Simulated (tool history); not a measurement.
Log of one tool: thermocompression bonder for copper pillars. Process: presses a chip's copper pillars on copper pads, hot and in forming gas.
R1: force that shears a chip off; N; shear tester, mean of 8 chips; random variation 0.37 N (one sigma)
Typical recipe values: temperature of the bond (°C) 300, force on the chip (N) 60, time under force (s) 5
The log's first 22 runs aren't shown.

{"run": 23, "hour": 446.4, "temperature of the bond (°C)": 272, "force on the chip (N)": 81, "time under force (s)": 3, "R1": 38.7}
{"run": 24, "hour": 469.4, "temperature of the bond (°C)": 272, "force on the chip (N)": 81, "time under force (s)": 3, "R1": 38.4}
{"run": 25, "hour": 484.9, "temperature of the bond (°C)": 272, "force on the chip (N)": 81, "time under force (s)": 3, "R1": 38.4}
{"run": 26, "hour": 498.7, "temperature of the bond (°C)": 272, "force on the chip (N)": 81, "time under force (s)": 3, "R1": 38.7}
{"run": 27, "hour": 513.5, "temperature of the bond (°C)": 300, "force on the chip (N)": 51, "time under force (s)": 11, "R1": 66.7}
{"run": 28, "hour": 539.0, "temperature of the bond (°C)": 300, "force on the chip (N)": 48, "time under force (s)": 5, "R1": 49.1}
{"hour": 545.5, "done": "forming gas filter changed"}
{"run": 29, "hour": 551.7, "temperature of the bond (°C)": 277, "force on the chip (N)": 37, "time under force (s)": 6, "R1": 37.8}
{"run": 30, "hour": 569.5, "temperature of the bond (°C)": 316, "force on the chip (N)": 67, "time under force (s)": 3, "R1": 59.9}
{"run": 31, "hour": 592.3, "temperature of the bond (°C)": 273, "force on the chip (N)": 60, "time under force (s)": 5, "R1": 42.4}
{"run": 32, "hour": 616.0, "temperature of the bond (°C)": 300, "force on the chip (N)": 77, "time under force (s)": 9, "R1": 77.0}
{"run": 33, "hour": 635.3, "temperature of the bond (°C)": 300, "force on the chip (N)": 77, "time under force (s)": 9, "R1": 76.4}
{"run": 34, "hour": 660.9, "temperature of the bond (°C)": 287, "force on the chip (N)": 60, "time under force (s)": 12, "R1": 67.0}
{"run": 35, "hour": 676.9, "temperature of the bond (°C)": 287, "force on the chip (N)": 60, "time under force (s)": 12, "R1": 66.5}
{"run": 36, "hour": 699.0, "temperature of the bond (°C)": 287, "force on the chip (N)": 60, "time under force (s)": 12, "R1": 65.8}
{"run": 37, "hour": 712.8, "temperature of the bond (°C)": 326, "force on the chip (N)": 53, "time under force (s)": 8, "R1": 76.9}
{"run": 38, "hour": 729.3, "temperature of the bond (°C)": 298, "force on the chip (N)": 39, "time under force (s)": 4, "R1": 40.9}
{"run": 39, "hour": 741.7, "temperature of the bond (°C)": 300, "force on the chip (N)": 51, "time under force (s)": 10, "R1": 64.7}
{"run": 40, "hour": 766.0, "temperature of the bond (°C)": 293, "force on the chip (N)": 54, "time under force (s)": 5, "R1": 48.8}

3 options for the next run, each taken on its own from the tool as it stands now. Forecast them:
{"hour": 775.8, "done": "forming gas filter changed"}
{"run": "A", "hour": 779.8, "temperature of the bond (°C)": 301, "force on the chip (N)": 55, "time under force (s)": 10, "R1": "?"}
{"hour": 775.8, "done": "forming gas filter changed"}
{"run": "B", "hour": 779.8, "temperature of the bond (°C)": 274, "force on the chip (N)": 60, "time under force (s)": 10, "R1": "?"}
{"hour": 775.8, "done": "forming gas filter changed"}
{"run": "C", "hour": 779.8, "temperature of the bond (°C)": 293, "force on the chip (N)": 80, "time under force (s)": 5, "R1": "?"}

run=A R1=71.3
run=B R1=56.8
run=C R1=61.9
With no hidden state in the tool, these same runs would have given:
run=A R1=74.3
run=B R1=59.8
run=C R1=64.8

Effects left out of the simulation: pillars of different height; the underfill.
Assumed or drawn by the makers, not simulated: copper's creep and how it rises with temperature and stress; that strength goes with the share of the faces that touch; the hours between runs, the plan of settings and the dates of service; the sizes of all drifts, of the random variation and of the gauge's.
